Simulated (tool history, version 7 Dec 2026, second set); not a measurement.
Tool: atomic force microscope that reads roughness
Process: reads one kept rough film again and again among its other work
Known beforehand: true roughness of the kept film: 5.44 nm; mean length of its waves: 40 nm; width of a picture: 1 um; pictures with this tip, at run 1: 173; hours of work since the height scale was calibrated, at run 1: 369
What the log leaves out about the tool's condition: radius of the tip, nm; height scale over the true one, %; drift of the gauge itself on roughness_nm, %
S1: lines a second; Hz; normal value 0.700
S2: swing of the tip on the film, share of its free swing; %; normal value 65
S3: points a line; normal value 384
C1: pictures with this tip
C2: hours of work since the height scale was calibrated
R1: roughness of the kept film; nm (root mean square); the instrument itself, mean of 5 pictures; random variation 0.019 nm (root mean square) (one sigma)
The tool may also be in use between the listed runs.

Run 1, day 0.000: usual settings; C1 173; C2 369. Result: R1 3.259 nm (root mean square).
At day 0.158: new tip fitted.
Run 2, day 1.917: usual settings; C1 36; C2 390. Result: R1 4.312 nm (root mean square).
Run 3, day 3.671: usual settings but S1 0.803 Hz; C1 72; C2 410. Result: R1 3.951 nm (root mean square).
Run 4, day 5.908: usual settings but S1 1.521 Hz; C1 118; C2 436. Result: R1 3.576 nm (root mean square).
Run 5, day 7.683: usual settings but S3 292; C1 154; C2 456. Result: R1 3.347 nm (root mean square).
Run 6, day 8.608: usual settings but S3 292; C1 173; C2 466. Result: R1 3.245 nm (root mean square).
At day 8.829: new tip fitted.
Run 7, day 9.938: usual settings but S3 292; C1 23; C2 481. Result: R1 4.440 nm (root mean square).
Run 8, day 12.183: usual settings but S3 504; C1 69; C2 507. Result: R1 4.021 nm (root mean square).
Run 9, day 13.904: usual settings but S3 504; C1 105; C2 526. Result: R1 3.743 nm (root mean square).
Run 10, day 15.888: usual settings but S1 0.883 Hz, S2 61 %, S3 463; C1 145; C2 549. Result: R1 3.464 nm (root mean square).
At day 17.358: new tip fitted.
Run 11, day 17.358: usual settings but S1 2.146 Hz, S2 59 %, S3 954; C1 0; C2 565. Result: R1 4.687 nm (root mean square).
Run 12, day 18.583: usual settings but S1 0.716 Hz, S2 78 %; C1 25; C2 579. Result: R1 4.378 nm (root mean square).
Run 13, day 19.733: usual settings but S1 0.716 Hz, S2 78 %; C1 49; C2 592. Result: R1 4.142 nm (root mean square).
Run 14, day 21.450: usual settings but S1 0.716 Hz, S2 78 %, S3 696; C1 84; C2 612. Result: R1 3.872 nm (root mean square).
Run 15, day 23.029: usual settings but S1 3.164 Hz, S2 80 %, S3 696; C1 117; C2 630. Result: R1 3.382 nm (root mean square).

4 ways to go on from here, each from the tool as it stands after run 15. What would each give?
Run A, day 23.958: usual settings but S1 1.284 Hz, S2 62 %, S3 966; C1 136; C2 640. Result: R1 ?.
Run B, day 23.958: usual settings but S2 81 %; C1 136; C2 640. Result: R1 ?.
Run C, day 23.958: usual settings but S1 3.381 Hz, S2 67 %, S3 773; C1 136; C2 640. Result: R1 ?.
Run D, day 23.958: usual settings but S1 3.164 Hz, S2 80 %, S3 310; C1 136; C2 640. Result: R1 ?.

run     R1
  A  3.519
  B  3.468
  C  3.359
  D  3.269
With the hidden condition removed and each run's random variation left untouched, the same runs would have given:
run     R1
  A  4.742
  B  4.672
  C  4.525
  D  4.400
